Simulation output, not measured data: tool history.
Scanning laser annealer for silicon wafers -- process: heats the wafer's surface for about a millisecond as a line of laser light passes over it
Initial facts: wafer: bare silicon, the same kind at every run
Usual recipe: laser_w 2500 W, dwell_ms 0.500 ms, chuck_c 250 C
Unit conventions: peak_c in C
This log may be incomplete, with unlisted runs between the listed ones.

run	hour	laser_w	dwell_ms	chuck_c	peak_c
1	0.0	2500	0.500	250	949
2	31.5	2500	0.500	250	950
3	75.8	2500	0.500	250	947
4	124.1	2500	0.500	250	947
5	175.9	2500	0.500	250	947
6	235.2	2500	0.500	254	951
7	276.2	2279	0.500	250	888
8	323.3	2279	0.500	250	887
9	381.4	2500	0.527	250	964
10	412.0	2500	0.527	250	963
11	455.1	2500	0.531	250	965
# hour 480.1: optics aligned, line set to its width
12	497.7	2500	0.500	257	956
13	546.8	2500	0.500	248	948
14	598.0	2191	0.500	250	869
15	631.4	2500	0.500	243	943
16	656.9	2500	0.500	243	939
17	690.9	2500	0.473	243	919
18	748.0	2500	0.512	250	957
19	777.0	2500	0.512	250	955
20	817.1	2500	0.512	250	956
21	851.3	2500	0.500	250	945
22	898.2	2500	0.500	250	947
23	943.1	2500	0.500	250	947
# hour 949.9: window over the wafer cleaned
24	987.5	2500	0.617	232	999
25	1039.9	2500	0.617	232	1002
26	1092.2	2530	0.498	221	908
# hour 1123.4: window over the wafer cleaned, once more
27	1142.6	2580	0.586	212	1009
28	1198.5	2292	0.500	250	905
29	1231.7	2748	0.468	226	971
30	1272.0	2748	0.468	226	968
31	1302.2	2289	0.411	253	837
32	1337.7	2255	0.500	250	889
33	1380.6	2255	0.446	252	851
34	1414.2	2253	0.500	242	886
35	1443.1	2253	0.544	214	883
36	1489.0	2131	0.453	260	833
37	1543.5	2627	0.544	250	1021
38	1600.6	2349	0.398	247	829
39	1635.2	2349	0.398	247	828
40	1662.5	2349	0.398	252	832
41	1702.5	2155	0.500	221	832

3 options for the next run, each taken on its own from the tool as it stands now. Forecast them:
A	1726.9	2355	0.500	221	?
B	1726.9	2226	0.582	227	?
C	1726.9	2155	0.480	221	?

run	peak_c
A	883
B	911
C	815
With the hidden condition removed and each run's random variation left untouched, the same runs would have given:
run	peak_c
A	890
B	919
C	822

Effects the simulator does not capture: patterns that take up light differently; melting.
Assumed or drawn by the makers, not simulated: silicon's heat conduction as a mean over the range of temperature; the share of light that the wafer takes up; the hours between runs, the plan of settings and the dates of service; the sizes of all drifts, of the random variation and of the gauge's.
